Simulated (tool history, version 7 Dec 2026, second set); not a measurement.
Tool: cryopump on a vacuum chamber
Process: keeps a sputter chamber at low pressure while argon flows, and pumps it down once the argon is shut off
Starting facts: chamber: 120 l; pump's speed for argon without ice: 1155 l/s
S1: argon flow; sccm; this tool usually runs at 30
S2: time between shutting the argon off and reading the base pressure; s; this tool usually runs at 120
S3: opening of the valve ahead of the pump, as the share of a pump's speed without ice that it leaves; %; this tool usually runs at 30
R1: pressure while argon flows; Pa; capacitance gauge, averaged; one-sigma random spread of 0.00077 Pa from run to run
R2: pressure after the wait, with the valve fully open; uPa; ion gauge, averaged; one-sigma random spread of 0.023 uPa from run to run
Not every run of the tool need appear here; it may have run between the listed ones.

run,hour,S1,S2,S3,R1,R2
1,0.0,30,120,30,0.1634,1.01
2,43.2,30,120,30,0.1642,1.04
# hour 80.3: pump warmed up, emptied and cooled again
3,146.2,30,150,30,0.1475,0.80
4,203.6,30,120,23,0.1945,0.90
5,248.5,30,183,23,0.1949,0.76
6,291.9,30,183,23,0.1946,0.79
7,351.0,30,183,23,0.1957,0.75
8,445.7,30,120,30,0.1525,0.97
9,509.7,30,120,30,0.1545,1.00
10,578.8,30,120,30,0.1542,0.96
11,664.9,30,120,30,0.1550,1.05
12,756.3,30,120,30,0.1570,1.05
13,831.8,30,120,30,0.1602,1.08
14,878.4,30,120,30,0.1595,1.10
15,920.9,30,120,30,0.1609,1.11
# hour 1000.7: pump warmed up, emptied and cooled again
16,1010.5,30,120,30,0.1480,0.99
17,1057.1,30,120,56,0.0797,0.96
18,1120.6,16,108,33,0.0720,1.10
19,1168.2,30,120,19,0.2357,1.06
20,1264.7,30,115,19,0.2359,1.03
21,1305.3,30,115,19,0.2370,1.05
22,1387.7,30,115,19,0.2382,1.08
23,1482.6,30,115,19,0.2396,1.12
24,1533.7,30,120,16,0.2852,1.14
25,1604.6,30,120,16,0.2846,1.14
26,1653.7,42,120,17,0.3787,1.16
27,1697.3,42,120,17,0.3808,1.22
28,1755.3,14,78,43,0.0545,1.42
29,1823.1,30,139,15,0.3095,1.17
30,1881.3,30,139,15,0.3064,1.19
# hour 1920.0: pump warmed up, emptied and cooled again
31,1926.6,18,21,60,0.0444,3.05
32,1981.6,18,21,60,0.0451,3.14
33,2046.6,18,21,60,0.0455,3.18
34,2144.2,18,21,60,0.0466,3.13

For some of the steps in R1 from one run to the next: how much would appear even if the tool had no hidden state, given the settings, what came in and random variation, and how much remains for the hidden state plus any gauge scatter that the measured result and the result without hidden state don't share?
Hidden state present: pump's speed, % of a pump's without ice; cold plate's temperature, K; leak into the chamber, uPa l/s; drift of the gauge itself on working_pa, %; drift of the gauge itself on base_upa, %.
Run 2 -> 3: S2 120 -> 150, pump warmed up, emptied and cooled again. R1 -0.0167 Pa: hidden state -0.0168, all else +0.0001.
Run 15 -> 16: pump warmed up, emptied and cooled again. R1 -0.0129 Pa: hidden state -0.0132, all else +0.0003.
Run 27 -> 28: S1 42 -> 14, S2 120 -> 78, S3 17 -> 43. R1 -0.3263 Pa: hidden state -0.0111, all else -0.3152.
Run 28 -> 29: S1 14 -> 30, S2 78 -> 139, S3 43 -> 15. R1 +0.2550 Pa: hidden state +0.0086, all else +0.2464.
Run 30 -> 31: S1 30 -> 18, S2 139 -> 21, S3 15 -> 60, pump warmed up, emptied and cooled again. R1 -0.2620 Pa: hidden state -0.0148, all else -0.2472.
